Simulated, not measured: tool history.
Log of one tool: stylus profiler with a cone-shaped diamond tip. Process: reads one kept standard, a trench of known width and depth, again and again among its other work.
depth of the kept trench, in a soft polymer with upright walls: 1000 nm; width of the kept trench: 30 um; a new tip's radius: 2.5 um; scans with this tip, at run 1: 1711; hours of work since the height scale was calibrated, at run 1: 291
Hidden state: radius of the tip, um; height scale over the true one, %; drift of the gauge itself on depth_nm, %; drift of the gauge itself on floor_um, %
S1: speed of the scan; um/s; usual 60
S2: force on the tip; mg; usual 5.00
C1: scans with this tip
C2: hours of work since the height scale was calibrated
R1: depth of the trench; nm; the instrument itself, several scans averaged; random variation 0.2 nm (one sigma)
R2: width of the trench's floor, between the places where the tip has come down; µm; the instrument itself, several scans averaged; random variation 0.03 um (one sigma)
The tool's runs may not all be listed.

Run 1, hour 0.0: usual settings; C1 1711; C2 291. Result: R1 1026.31 nm, R2 25.53 µm.
Run 2, hour 46.9: usual settings; C1 1849; C2 315. Result: R1 1026.26 nm, R2 25.45 µm.
Run 3, hour 78.2: usual settings but S1 114 um/s; C1 1941; C2 331. Result: R1 1026.44 nm, R2 25.33 µm.
Run 4, hour 127.7: usual settings but S1 114 um/s; C1 2087; C2 356. Result: R1 1026.32 nm, R2 25.33 µm.
Run 5, hour 168.4: usual settings but S2 6.25 mg; C1 2208; C2 376. Result: R1 1030.74 nm, R2 25.49 µm.
Run 6, hour 206.0: usual settings but S2 3.15 mg; C1 2319; C2 395. Result: R1 1018.71 nm, R2 25.39 µm.
Run 7, hour 244.9: usual settings but S2 2.10 mg; C1 2433; C2 415. Result: R1 1014.46 nm, R2 25.33 µm.
Run 8, hour 277.9: usual settings but S2 2.10 mg; C1 2531; C2 431. Result: R1 1014.04 nm, R2 25.39 µm.
Run 9, hour 328.3: usual settings but S2 2.10 mg; C1 2679; C2 456. Result: R1 1014.28 nm, R2 25.30 µm.
Run 10, hour 379.1: usual settings but S1 23 um/s, S2 4.33 mg; C1 2829; C2 482. Result: R1 1023.33 nm, R2 25.41 µm.
Run 11, hour 425.6: usual settings but S1 61 um/s, S2 14.85 mg; C1 2966; C2 505. Result: R1 1054.05 nm, R2 25.38 µm.
Run 12, hour 449.2: usual settings but S1 61 um/s, S2 14.85 mg; C1 3036; C2 517. Result: R1 1053.76 nm, R2 25.42 µm.
Run 13, hour 478.4: usual settings but S1 17 um/s, S2 2.80 mg; C1 3122; C2 532. Result: R1 1017.19 nm, R2 25.49 µm.
Run 14, hour 516.0: usual settings but S1 17 um/s, S2 2.80 mg; C1 3233; C2 551. Result: R1 1017.23 nm, R2 25.43 µm.
Run 15, hour 537.7: usual settings but S1 174 um/s, S2 14.51 mg; C1 3297; C2 562. Result: R1 1053.02 nm, R2 25.18 µm.

5 ways to go on from here, each from the tool as it stands after run 15. What would each give?
Run A, hour 563.2: usual settings but S1 94 um/s, S2 3.04 mg; C1 3373; C2 575. Result: R1 ?, R2 ?.
Run B, hour 563.2: usual settings but S1 145 um/s, S2 3.76 mg; C1 3373; C2 575. Result: R1 ?, R2 ?.
Run C, hour 563.2: usual settings but S1 16 um/s, S2 14.51 mg; C1 3373; C2 575. Result: R1 ?, R2 ?.
Run D, hour 563.2: usual settings but S1 212 um/s, S2 8.90 mg; C1 3373; C2 575. Result: R1 ?, R2 ?.
Run E, hour 563.2: usual settings but S1 143 um/s, S2 14.51 mg; C1 3373; C2 575. Result: R1 ?, R2 ?.

run       R1     R2
  A  1018.33  25.12
  B  1020.89  25.05
  C  1053.28  25.44
  D  1037.84  25.06
  E  1052.92  25.23
Without the tool's hidden state the same runs would have given:
run       R1     R2
  A  1019.22  25.64
  B  1021.78  25.57
  C  1054.20  25.95
  D  1038.75  25.58
  E  1053.84  25.75

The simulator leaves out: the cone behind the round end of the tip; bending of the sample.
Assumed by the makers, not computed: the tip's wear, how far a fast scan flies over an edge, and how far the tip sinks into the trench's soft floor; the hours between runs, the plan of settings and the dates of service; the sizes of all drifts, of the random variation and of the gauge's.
